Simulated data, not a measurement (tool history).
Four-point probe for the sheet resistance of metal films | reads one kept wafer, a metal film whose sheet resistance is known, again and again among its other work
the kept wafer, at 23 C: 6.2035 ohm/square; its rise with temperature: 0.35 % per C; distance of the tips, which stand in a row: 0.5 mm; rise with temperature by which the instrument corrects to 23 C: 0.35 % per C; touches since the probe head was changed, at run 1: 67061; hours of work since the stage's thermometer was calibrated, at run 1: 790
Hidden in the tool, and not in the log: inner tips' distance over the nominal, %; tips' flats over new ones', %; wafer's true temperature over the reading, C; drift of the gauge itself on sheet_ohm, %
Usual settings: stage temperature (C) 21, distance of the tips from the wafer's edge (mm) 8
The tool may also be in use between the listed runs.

run    hour  stage temperature (C)  distance of the tips from the wafer's edge (mm)  touches since the probe head was changed  hours of work since the stage's thermometer was calibrated  sheet resistance as the instrument gives it (ohm/square)
  1       0                     21                                                8                                     67061                                                         790                                                  6.234481
  2   124.5                     21                                                8                                     69511                                                         883                                                  6.234765
  3   220.6                     21                                                8                                     71403                                                         955                                                  6.236583
  4   323.1                     20                                                8                                     73420                                                        1031                                                  6.237027
  5   421.3                     21                                                8                                     75353                                                        1105                                                  6.231521
  6   543.8                     21                                                8                                     77764                                                        1196                                                  6.235047
  7   653.6                     21                                                8                                     79926                                                        1278                                                  6.236364
  8   723.2                     21                                                8                                     81297                                                        1331                                                  6.236555
  9   780.6                     21                                                8                                     82425                                                        1373                                                  6.236665
 10   891.9                     21                                               10                                     84617                                                        1457                                                  6.230509
 11     974                     32                                                8                                     86232                                                        1518                                                  6.234213
 12  1069.4                     32                                                8                                     88111                                                        1589                                                  6.235001
     1080.8  -- stage's thermometer calibrated
 13    1148                     32                                                8                                     89647                                                          50                                                   6.23183
 14  1203.4                     21                                                8                                     90738                                                          92                                                  6.232986
 15    1267                     21                                                8                                     91990                                                         139                                                   6.23576
 16  1381.2                     21                                                8                                     94238                                                         225                                                  6.233641
 17    1473                     22                                               69                                     96046                                                         293                                                    6.2209
 18  1604.7                     22                                               69                                     98637                                                         392                                                  6.220702
 19  1694.3                     20                                               15                                    100401                                                         459                                                  6.227511
 20  1771.7                     22                                                7                                    101925                                                         517                                                  6.238812
       1793  -- stage's thermometer calibrated, once more
 21  1896.5                     32                                               10                                    104371                                                          77                                                  6.239462
 22  1958.7                     33                                               32                                    105595                                                         124                                                  6.232528
 23  2042.4                     22                                                6                                    107244                                                         187                                                  6.255854
 24  2108.7                     18                                               63                                    108548                                                         236                                                  6.233183

Run 25 comes next. What will it give?
 25  2165.1                     18                                               63                                    109659                                                         278                                                         ?

{"run 25": {"sheet resistance as the instrument gives it (ohm/square)": 6.234654}}
Without the tool's hidden state the same run would have given sheet resistance as the instrument gives it (ohm/square) 6.204501.
